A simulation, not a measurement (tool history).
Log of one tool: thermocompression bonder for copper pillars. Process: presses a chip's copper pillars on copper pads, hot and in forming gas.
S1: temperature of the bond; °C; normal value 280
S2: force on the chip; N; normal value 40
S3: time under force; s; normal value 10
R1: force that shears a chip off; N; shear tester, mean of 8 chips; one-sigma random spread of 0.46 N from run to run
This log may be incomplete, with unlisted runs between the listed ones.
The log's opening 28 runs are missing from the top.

{"run": 29, "hour": 272.1, "S1": 255, "S2": 38, "S3": 6, "R1": 25.1}
{"hour": 278.6, "done": "heater calibrated with a thermocouple chip"}
{"run": 30, "hour": 285.4, "S1": 305, "S2": 32, "S3": 14, "R1": 52.1}
{"run": 31, "hour": 292.8, "S1": 302, "S2": 32, "S3": 13, "R1": 49.7}
{"run": 32, "hour": 301.3, "S1": 302, "S2": 40, "S3": 12, "R1": 55.3}
{"run": 33, "hour": 313.0, "S1": 302, "S2": 40, "S3": 12, "R1": 54.4}
{"run": 34, "hour": 325.6, "S1": 308, "S2": 35, "S3": 19, "R1": 60.5}
{"run": 35, "hour": 333.7, "S1": 272, "S2": 56, "S3": 10, "R1": 49.3}
{"run": 36, "hour": 339.4, "S1": 258, "S2": 26, "S3": 9, "R1": 22.9}
{"run": 37, "hour": 348.6, "S1": 258, "S2": 33, "S3": 10, "R1": 28.4}
{"run": 38, "hour": 358.2, "S1": 280, "S2": 45, "S3": 10, "R1": 46}
{"run": 39, "hour": 365.4, "S1": 269, "S2": 28, "S3": 10, "R1": 29.1}
{"run": 40, "hour": 375.0, "S1": 281, "S2": 59, "S3": 20, "R1": 66}
{"hour": 388.5, "done": "forming gas filter changed"}
{"run": 41, "hour": 388.5, "S1": 280, "S2": 40, "S3": 5, "R1": 32.6}

Alternative continuations, all from the tool just after run 41; predict every row:
{"run": "A", "hour": 400.9, "S1": 301, "S2": 40, "S3": 6, "R1": "?"}
{"run": "B", "hour": 400.9, "S1": 262, "S2": 40, "S3": 15, "R1": "?"}
{"run": "C", "hour": 400.9, "S1": 280, "S2": 40, "S3": 24, "R1": "?"}

run=A R1=43.6
run=B R1=41.3
run=C R1=57.1
The same runs, with their run-to-run variation unchanged, on a tool lacking any hidden condition would have given:
run=A R1=43.6
run=B R1=41.3
run=C R1=57.1
